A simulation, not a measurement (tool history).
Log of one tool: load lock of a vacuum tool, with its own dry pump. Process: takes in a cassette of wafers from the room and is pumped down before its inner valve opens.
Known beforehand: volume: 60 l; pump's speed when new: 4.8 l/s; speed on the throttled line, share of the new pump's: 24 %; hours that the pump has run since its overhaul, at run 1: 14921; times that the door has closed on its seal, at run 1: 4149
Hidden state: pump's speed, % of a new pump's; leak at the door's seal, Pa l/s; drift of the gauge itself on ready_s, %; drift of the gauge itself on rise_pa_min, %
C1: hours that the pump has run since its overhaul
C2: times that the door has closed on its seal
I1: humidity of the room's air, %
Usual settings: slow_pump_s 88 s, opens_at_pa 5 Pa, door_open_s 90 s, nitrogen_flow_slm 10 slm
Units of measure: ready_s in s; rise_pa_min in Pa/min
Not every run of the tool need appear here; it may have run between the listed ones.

Run 1, day 0.000: usual settings; C1 14921; C2 4149; I1 45.3. Result: ready_s 225.6 s, rise_pa_min 0.095 Pa/min.
Run 2, day 3.717: usual settings but opens_at_pa 6 Pa; C1 15010; C2 4248; I1 44.3. Result: ready_s 223.4 s, rise_pa_min 0.091 Pa/min.
Run 3, day 6.442: usual settings but opens_at_pa 6 Pa; C1 15076; C2 4320; I1 43.9. Result: ready_s 225.7 s, rise_pa_min 0.096 Pa/min.
Run 4, day 11.338: usual settings but slow_pump_s 85 s, opens_at_pa 6 Pa; C1 15193; C2 4450; I1 43.2. Result: ready_s 223.2 s, rise_pa_min 0.094 Pa/min.
Run 5, day 14.192: usual settings; C1 15262; C2 4525; I1 47.6. Result: ready_s 227.4 s, rise_pa_min 0.099 Pa/min.
Run 6, day 17.971: usual settings; C1 15352; C2 4625; I1 45.3. Result: ready_s 233.5 s, rise_pa_min 0.099 Pa/min.
Run 7, day 21.571: usual settings but door_open_s 76 s; C1 15439; C2 4721; I1 43.7. Result: ready_s 229.2 s, rise_pa_min 0.091 Pa/min.
Run 8, day 25.758: usual settings; C1 15539; C2 4832; I1 41.9. Result: ready_s 227.9 s, rise_pa_min 0.085 Pa/min.
Run 9, day 28.375: usual settings; C1 15602; C2 4901; I1 45.1. Result: ready_s 230.2 s, rise_pa_min 0.096 Pa/min.
Run 10, day 30.717: usual settings but opens_at_pa 9 Pa; C1 15658; C2 4963; I1 45.0. Result: ready_s 219.4 s, rise_pa_min 0.098 Pa/min.
At day 32.771: dry pump taken out, an overhauled one fitted.
Run 11, day 35.121: usual settings but opens_at_pa 9 Pa; C1 56; C2 5073; I1 46.1. Result: ready_s 184.1 s, rise_pa_min 0.100 Pa/min.
Run 12, day 38.521: usual settings but opens_at_pa 8 Pa; C1 138; C2 5163; I1 48.9. Result: ready_s 188.3 s, rise_pa_min 0.104 Pa/min.
Run 13, day 43.658: usual settings but nitrogen_flow_slm 21 slm; C1 261; C2 5299; I1 43.6. Result: ready_s 190.6 s, rise_pa_min 0.092 Pa/min.
Run 14, day 46.671: usual settings but nitrogen_flow_slm 21 slm; C1 334; C2 5379; I1 45.2. Result: ready_s 195.8 s, rise_pa_min 0.089 Pa/min.
Run 15, day 51.729: usual settings but nitrogen_flow_slm 21 slm; C1 455; C2 5513; I1 45.8. Result: ready_s 194.1 s, rise_pa_min 0.094 Pa/min.
Run 16, day 54.488: usual settings but door_open_s 28 s; C1 521; C2 5586; I1 46.1. Result: ready_s 193.7 s, rise_pa_min 0.071 Pa/min.
Run 17, day 58.008: usual settings; C1 606; C2 5679; I1 44.6. Result: ready_s 194.5 s, rise_pa_min 0.104 Pa/min.
Run 18, day 62.804: usual settings; C1 721; C2 5806; I1 42.9. Result: ready_s 196.0 s, rise_pa_min 0.100 Pa/min.
Run 19, day 65.404: usual settings; C1 783; C2 5875; I1 46.9. Result: ready_s 194.0 s, rise_pa_min 0.107 Pa/min.
Run 20, day 69.888: usual settings but slow_pump_s 90 s; C1 891; C2 5994; I1 42.3. Result: ready_s 195.0 s, rise_pa_min 0.101 Pa/min.
Run 21, day 74.671: usual settings but slow_pump_s 58 s, door_open_s 28 s; C1 1006; C2 6120; I1 45.6. Result: ready_s 170.2 s, rise_pa_min 0.076 Pa/min.
Run 22, day 78.533: usual settings but opens_at_pa 6 Pa, door_open_s 54 s; C1 1098; C2 6223; I1 45.6. Result: ready_s 193.1 s, rise_pa_min 0.091 Pa/min.
Run 23, day 83.717: usual settings but nitrogen_flow_slm 8 slm; C1 1223; C2 6360; I1 45.2. Result: ready_s 196.2 s, rise_pa_min 0.109 Pa/min.
Run 24, day 87.767: usual settings but nitrogen_flow_slm 8 slm; C1 1320; C2 6467; I1 41.2. Result: ready_s 195.2 s, rise_pa_min 0.112 Pa/min.
Run 25, day 92.275: usual settings but opens_at_pa 4 Pa, door_open_s 157 s; C1 1428; C2 6587; I1 42.4. Result: ready_s 201.1 s, rise_pa_min 0.126 Pa/min.
Run 26, day 96.771: usual settings but opens_at_pa 4 Pa, door_open_s 157 s; C1 1536; C2 6706; I1 46.9. Result: ready_s 199.4 s, rise_pa_min 0.139 Pa/min.
Run 27, day 100.600: usual settings but opens_at_pa 4 Pa, door_open_s 157 s; C1 1628; C2 6807; I1 45.6. Result: ready_s 201.8 s, rise_pa_min 0.129 Pa/min.
Run 28, day 104.646: usual settings but slow_pump_s 52 s, opens_at_pa 6 Pa, door_open_s 157 s; C1 1725; C2 6914; I1 46.7. Result: ready_s 166.8 s, rise_pa_min 0.138 Pa/min.
Run 29, day 108.308: usual settings but opens_at_pa 7 Pa, door_open_s 202 s, nitrogen_flow_slm 21 slm; C1 1813; C2 7011; I1 48.2. Result: ready_s 189.4 s, rise_pa_min 0.131 Pa/min.
Run 30, day 111.121: usual settings but nitrogen_flow_slm 23 slm; C1 1880; C2 7086; I1 45.1. Result: ready_s 196.1 s, rise_pa_min 0.098 Pa/min.
Run 31, day 114.117: usual settings but slow_pump_s 159 s, nitrogen_flow_slm 23 slm; C1 1952; C2 7165; I1 44.7. Result: ready_s 250.1 s, rise_pa_min 0.097 Pa/min.
Run 32, day 118.975: usual settings but slow_pump_s 159 s, nitrogen_flow_slm 23 slm; C1 2069; C2 7294; I1 42.2. Result: ready_s 248.9 s, rise_pa_min 0.096 Pa/min.
Run 33, day 121.608: usual settings but slow_pump_s 159 s, nitrogen_flow_slm 23 slm; C1 2132; C2 7364; I1 43.6. Result: ready_s 250.3 s, rise_pa_min 0.098 Pa/min.
Run 34, day 123.975: usual settings but opens_at_pa 6 Pa, door_open_s 124 s; C1 2189; C2 7426; I1 46.4. Result: ready_s 193.7 s, rise_pa_min 0.128 Pa/min.
Run 35, day 127.217: usual settings but slow_pump_s 73 s, opens_at_pa 4 Pa, door_open_s 202 s, nitrogen_flow_slm 37 slm; C1 2267; C2 7512; I1 45.4. Result: ready_s 191.0 s, rise_pa_min 0.110 Pa/min.
Run 36, day 130.208: usual settings but slow_pump_s 73 s, opens_at_pa 4 Pa, door_open_s 202 s, nitrogen_flow_slm 37 slm; C1 2339; C2 7591; I1 43.9. Result: ready_s 189.9 s, rise_pa_min 0.107 Pa/min.

Predict each of these 3 candidate next runs independently; none follows another, all start after run 36:
Run A, day 135.183: usual settings but door_open_s 40 s; C1 2458; C2 7723; I1 47.2. Result: ready_s ?, rise_pa_min ?.
Run B, day 135.183: usual settings but slow_pump_s 73 s, opens_at_pa 4 Pa, door_open_s 202 s, nitrogen_flow_slm 5 slm; C1 2458; C2 7723; I1 47.1. Result: ready_s ?, rise_pa_min ?.
Run C, day 135.183: usual settings but slow_pump_s 73 s, opens_at_pa 4 Pa, door_open_s 42 s, nitrogen_flow_slm 17 slm; C1 2458; C2 7723; I1 47.3. Result: ready_s ?, rise_pa_min ?.

run  ready_s  rise_pa_min
  A    198.1        0.095
  B    188.8        0.170
  C    187.9        0.090
Take away the tool's hidden state, keep each run's random variation, and the runs would have read:
run  ready_s  rise_pa_min
  A    193.1        0.052
  B    183.6        0.127
  C    182.7        0.049
